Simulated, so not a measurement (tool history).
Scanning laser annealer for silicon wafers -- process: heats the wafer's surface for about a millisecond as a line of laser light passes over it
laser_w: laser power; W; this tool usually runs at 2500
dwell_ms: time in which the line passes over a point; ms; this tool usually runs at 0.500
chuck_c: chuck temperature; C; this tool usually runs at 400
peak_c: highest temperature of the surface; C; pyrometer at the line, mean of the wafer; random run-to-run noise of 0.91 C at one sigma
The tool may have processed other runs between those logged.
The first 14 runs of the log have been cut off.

run,hour,laser_w,dwell_ms,chuck_c,hours of work since the window was cleaned,hours of work since the power meter was calibrated,hours of work since the optics were aligned,peak_c
15,110.3,2500,0.558,400,87,264,339,1276.7
16,115.8,2441,0.500,400,90,267,342,1216.0
17,123.0,2441,0.500,400,94,271,347,1214.1
18,132.2,2441,0.500,400,100,277,352,1214.3
19,142.6,2441,0.500,400,106,283,358,1215.2
20,149.9,2441,0.500,400,110,287,362,1213.9
21,158.9,2318,0.421,421,115,292,367,1141.6
22,167.8,2641,0.500,365,120,297,372,1240.9
23,173.1,2259,0.541,400,123,300,376,1185.6
24,181.3,2259,0.541,400,128,305,380,1187.9
25,188.7,2259,0.541,400,132,309,385,1186.4
26,196.2,2500,0.590,365,137,314,389,1260.6
27,206.7,2500,0.590,365,143,320,395,1259.9
28,213.6,2500,0.590,365,147,324,399,1260.7
29,224.1,2216,0.355,437,153,330,405,1073.9
30,230.0,2546,0.367,367,156,333,408,1100.6
31,238.4,2546,0.367,367,161,338,413,1100.1
32,244.0,2500,0.421,361,164,341,416,1127.4
33,254.0,2500,0.421,361,170,347,422,1130.8
34,259.6,2500,0.421,361,173,350,425,1127.8
35,267.6,2553,0.374,398,178,355,430,1139.6

Forecast each of these 5 alternatives for the next run:
A,275.3,2197,0.374,413,182,359,434,?
B,275.3,2717,0.482,378,182,359,434,?
C,275.3,2247,0.451,430,182,359,434,?
D,275.3,2663,0.556,364,182,359,434,?
E,275.3,2500,0.500,383,182,359,434,?

run,peak_c
A,1059.7
B,1256.1
C,1148.7
D,1286.9
E,1211.8
With no hidden state in the tool, these same runs would have given:
run,peak_c
A,1069.3
B,1269.1
C,1159.4
D,1300.5
E,1224.1
